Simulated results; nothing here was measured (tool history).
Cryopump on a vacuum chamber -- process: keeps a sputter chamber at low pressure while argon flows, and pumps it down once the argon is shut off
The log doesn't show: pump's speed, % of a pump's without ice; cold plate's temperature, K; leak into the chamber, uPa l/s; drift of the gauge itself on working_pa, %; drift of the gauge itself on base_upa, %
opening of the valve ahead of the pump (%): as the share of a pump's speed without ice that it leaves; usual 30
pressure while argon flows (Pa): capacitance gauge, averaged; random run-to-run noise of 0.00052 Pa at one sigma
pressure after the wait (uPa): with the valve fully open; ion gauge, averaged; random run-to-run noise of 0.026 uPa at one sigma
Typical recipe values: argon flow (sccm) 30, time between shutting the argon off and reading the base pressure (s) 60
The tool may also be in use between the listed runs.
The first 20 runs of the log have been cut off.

run	hour	argon flow (sccm)	time between shutting the argon off and reading the base pressure (s)	opening of the valve ahead of the pump (%)	hours of work since the pump was warmed up and emptied	hours of work since the cold head was overhauled	hours of work since the chamber's fittings were tightened	pressure while argon flows (Pa)	pressure after the wait (uPa)
# hour 842.1: pump warmed up, emptied and cooled again
# hour 860.4: leaking fittings of the chamber tightened, without venting
21	868.7	37	129	25	20	937	7	0.1018	0.61
22	919.7	24	60	46	63	980	49	0.0356	1.21
23	985.4	33	144	19	118	1035	104	0.1192	0.71
24	1041.6	42	67	40	164	1081	151	0.0732	1.29
25	1101.3	30	102	29	214	1131	200	0.0724	1
26	1135.7	30	102	29	243	1160	229	0.0721	1.04
27	1185.1	44	213	32	284	1201	270	0.0964	0.81
28	1251.6	44	213	32	339	1256	325	0.0975	0.86
29	1306.6	39	60	40	385	1302	371	0.07	1.63
30	1354.2	39	60	40	424	1341	411	0.0704	1.8
31	1416.2	35	60	33	476	1393	462	0.0751	1.93
32	1454.7	35	60	33	508	1425	494	0.0764	1.85
33	1484.1	39	169	51	532	1450	519	0.056	1.27

Each row is a separate what-if for the run after 33, all from the same tool condition, not one after another. Results?
A	1532.6	29	169	37	573	1490	559	?	?
B	1532.6	39	78	51	573	1490	559	?	?
C	1532.6	43	68	41	573	1490	559	?	?
D	1532.6	14	195	27	573	1490	559	?	?
E	1532.6	14	91	23	573	1490	559	?	?

run	pressure while argon flows (Pa)	pressure after the wait (uPa)
A	0.0565	1.32
B	0.056	1.77
C	0.077	1.85
D	0.0378	1.25
E	0.0432	1.68
Take away the tool's hidden state, keep each run's random variation, and the runs would have read:
run	pressure while argon flows (Pa)	pressure after the wait (uPa)
A	0.0532	0.45
B	0.0516	0.91
C	0.0721	0.98
D	0.0362	0.4
E	0.0416	0.81

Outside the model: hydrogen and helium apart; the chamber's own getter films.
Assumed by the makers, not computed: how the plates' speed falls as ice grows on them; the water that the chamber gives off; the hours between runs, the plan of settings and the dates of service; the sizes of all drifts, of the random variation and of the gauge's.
